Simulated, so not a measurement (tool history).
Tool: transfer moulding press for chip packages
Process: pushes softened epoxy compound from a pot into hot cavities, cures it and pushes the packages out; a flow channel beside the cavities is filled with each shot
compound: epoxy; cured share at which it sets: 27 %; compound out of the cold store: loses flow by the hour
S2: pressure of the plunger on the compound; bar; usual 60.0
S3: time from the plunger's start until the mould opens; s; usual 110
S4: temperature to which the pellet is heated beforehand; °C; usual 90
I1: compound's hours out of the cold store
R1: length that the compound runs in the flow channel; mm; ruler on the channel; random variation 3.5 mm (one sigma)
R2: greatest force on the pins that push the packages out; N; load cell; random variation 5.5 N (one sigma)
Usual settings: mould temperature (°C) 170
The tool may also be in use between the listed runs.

{"run": 1, "day": 0.0, "mould temperature (°C)": 170, "S2": 60.0, "S3": 110, "S4": 90, "I1": 22.3, "R1": 588, "R2": 297}
{"day": 0.958, "done": "cavities cleaned with cleaning compound and waxed"}
{"run": 2, "day": 1.612, "mould temperature (°C)": 170, "S2": 60.0, "S3": 110, "S4": 90, "I1": 38.4, "R1": 522, "R2": 224}
{"day": 4.321, "done": "cavities cleaned with cleaning compound and waxed"}
{"run": 3, "day": 5.212, "mould temperature (°C)": 170, "S2": 60.0, "S3": 110, "S4": 90, "I1": 33.4, "R1": 532, "R2": 236}
{"day": 7.767, "done": "cavities cleaned with cleaning compound and waxed"}
{"run": 4, "day": 8.158, "mould temperature (°C)": 170, "S2": 60.0, "S3": 110, "S4": 90, "I1": 37.1, "R1": 516, "R2": 203}
{"run": 5, "day": 10.321, "mould temperature (°C)": 170, "S2": 60.0, "S3": 110, "S4": 90, "I1": 21.4, "R1": 562, "R2": 307}
{"day": 11.212, "done": "cavities cleaned with cleaning compound and waxed"}
{"day": 13.725, "done": "plunger's sealing rings changed"}
{"run": 6, "day": 13.725, "mould temperature (°C)": 176, "S2": 60.0, "S3": 110, "S4": 90, "I1": 47.3, "R1": 495, "R2": 275}
{"day": 14.796, "done": "cavities cleaned with cleaning compound and waxed"}
{"run": 7, "day": 17.279, "mould temperature (°C)": 176, "S2": 60.0, "S3": 110, "S4": 90, "I1": 13.0, "R1": 601, "R2": 266}
{"day": 18.167, "done": "cavities cleaned with cleaning compound and waxed"}
{"run": 8, "day": 19.012, "mould temperature (°C)": 176, "S2": 60.0, "S3": 110, "S4": 90, "I1": 39.8, "R1": 499, "R2": 209}
{"day": 21.562, "done": "cavities cleaned with cleaning compound and waxed"}
{"run": 9, "day": 21.625, "mould temperature (°C)": 170, "S2": 60.0, "S3": 110, "S4": 90, "I1": 17.5, "R1": 577, "R2": 185}
{"run": 10, "day": 24.517, "mould temperature (°C)": 164, "S2": 60.0, "S3": 110, "S4": 90, "I1": 23.0, "R1": 561, "R2": 404}
{"day": 25.079, "done": "cavities cleaned with cleaning compound and waxed"}
{"run": 11, "day": 27.2, "mould temperature (°C)": 170, "S2": 60.0, "S3": 110, "S4": 90, "I1": 45.2, "R1": 476, "R2": 276}
{"day": 27.454, "done": "plunger's sealing rings changed"}
{"day": 28.521, "done": "cavities cleaned with cleaning compound and waxed"}
{"run": 12, "day": 29.808, "mould temperature (°C)": 170, "S2": 60.0, "S3": 110, "S4": 90, "I1": 33.6, "R1": 532, "R2": 244}
{"day": 31.896, "done": "cavities cleaned with cleaning compound and waxed"}
{"run": 13, "day": 32.121, "mould temperature (°C)": 170, "S2": 60.0, "S3": 110, "S4": 90, "I1": 33.8, "R1": 538, "R2": 190}
{"run": 14, "day": 33.871, "mould temperature (°C)": 170, "S2": 60.0, "S3": 110, "S4": 90, "I1": 22.5, "R1": 566, "R2": 281}
{"day": 35.45, "done": "cavities cleaned with cleaning compound and waxed"}
{"run": 15, "day": 35.542, "mould temperature (°C)": 170, "S2": 60.0, "S3": 110, "S4": 90, "I1": 12.2, "R1": 594, "R2": 209}
{"run": 16, "day": 37.588, "mould temperature (°C)": 174, "S2": 60.0, "S3": 130, "S4": 99, "I1": 26.5, "R1": 531, "R2": 247}
{"day": 38.638, "done": "mould's thermocouples calibrated"}
{"day": 38.888, "done": "cavities cleaned with cleaning compound and waxed"}
{"run": 17, "day": 40.725, "mould temperature (°C)": 174, "S2": 60.0, "S3": 130, "S4": 86, "I1": 23.0, "R1": 542, "R2": 237}
{"day": 41.342, "done": "plunger's sealing rings changed"}
{"day": 42.354, "done": "cavities cleaned with cleaning compound and waxed"}
{"run": 18, "day": 43.933, "mould temperature (°C)": 174, "S2": 60.0, "S3": 130, "S4": 86, "I1": 20.5, "R1": 573, "R2": 247}
{"day": 45.842, "done": "cavities cleaned with cleaning compound and waxed"}
{"run": 19, "day": 46.9, "mould temperature (°C)": 170, "S2": 51.5, "S3": 135, "S4": 92, "I1": 9.3, "R1": 567, "R2": 214}
{"run": 20, "day": 48.358, "mould temperature (°C)": 171, "S2": 53.9, "S3": 98, "S4": 90, "I1": 36.7, "R1": 485, "R2": 328}
{"day": 49.267, "done": "cavities cleaned with cleaning compound and waxed"}
{"run": 21, "day": 51.421, "mould temperature (°C)": 171, "S2": 53.9, "S3": 98, "S4": 90, "I1": 11.2, "R1": 560, "R2": 338}

Run 22 comes next. What will it give?
{"day": 52.788, "done": "cavities cleaned with cleaning compound and waxed"}
{"run": 22, "day": 53.296, "mould temperature (°C)": 162, "S2": 45.7, "S3": 110, "S4": 90, "I1": 47.6, "R1": "?", "R2": "?"}

Run 22 gave R1 419 mm, R2 329 N.
Without the tool's hidden state the same run would have given R1 442 mm, R2 287 N.

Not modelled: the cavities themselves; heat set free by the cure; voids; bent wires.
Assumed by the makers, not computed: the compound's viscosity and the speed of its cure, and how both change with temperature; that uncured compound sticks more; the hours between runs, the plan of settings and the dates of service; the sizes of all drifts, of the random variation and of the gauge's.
